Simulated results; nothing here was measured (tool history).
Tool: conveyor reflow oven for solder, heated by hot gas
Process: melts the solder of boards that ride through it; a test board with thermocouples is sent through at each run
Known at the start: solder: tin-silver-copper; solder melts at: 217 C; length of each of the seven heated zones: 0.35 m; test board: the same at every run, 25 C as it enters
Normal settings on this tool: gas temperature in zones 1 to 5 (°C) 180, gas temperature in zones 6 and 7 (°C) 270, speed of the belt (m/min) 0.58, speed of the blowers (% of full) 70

run	hour	gas temperature in zones 1 to 5 (°C)	gas temperature in zones 6 and 7 (°C)	speed of the belt (m/min)	speed of the blowers (% of full)	highest temperature of the board (°C)	time above the solder's melting point (s)
1	0	180	270	0.58	70	260.89	62.68
2	33.3	180	270	0.58	68	260.7	62.53
3	53.4	180	270	0.58	68	260.51	62.48
# hour 85: flux residue cleaned out of gas plates and filters
4	89.8	168	270	0.58	68	259.34	58.2
5	109.6	168	270	0.58	68	259.32	58.14
6	137	180	270	0.58	70	260.9	62.74
7	173.6	179	270	0.58	70	260.82	62.36
8	204.7	179	270	0.58	70	260.79	62.45
9	220.4	179	270	0.58	70	260.71	62.35
10	257.5	179	270	0.58	70	260.74	62.37
11	285.1	179	270	0.58	70	260.8	62.31
12	309.2	175	270	0.643	70	257.67	53.01
13	341.9	167	261	0.617	60	247.63	46.77
14	366.9	180	270	0.58	78	261.94	63.35
15	389.5	191	270	0.61	78	261.95	63.64
16	424.6	168	270	0.58	70	259.58	58.39
17	459.2	180	270	0.58	60	259.42	61.77
18	481.1	180	278	0.497	70	271.76	78.67
19	513	180	278	0.497	70	271.65	78.69
20	536.2	180	276	0.58	70	266.49	65.2

3 ways to go on from here, each from the tool as it stands after run 20. What would each give?
# hour 554.5: flux residue cleaned out of gas plates and filters
A	560.8	180	276	0.596	70	?	?
# hour 554.5: flux residue cleaned out of gas plates and filters
B	560.8	180	280	0.546	70	?	?
# hour 554.5: flux residue cleaned out of gas plates and filters
C	560.8	175	269	0.619	70	?	?

run	highest temperature of the board (°C)	time above the solder's melting point (s)
A	265.93	63.09
B	271.76	71.44
C	257.95	55.44
What these runs would have given with no unlogged condition in the tool:
run	highest temperature of the board (°C)	time above the solder's melting point (s)
A	265.88	63.05
B	271.71	71.4
C	257.9	55.4
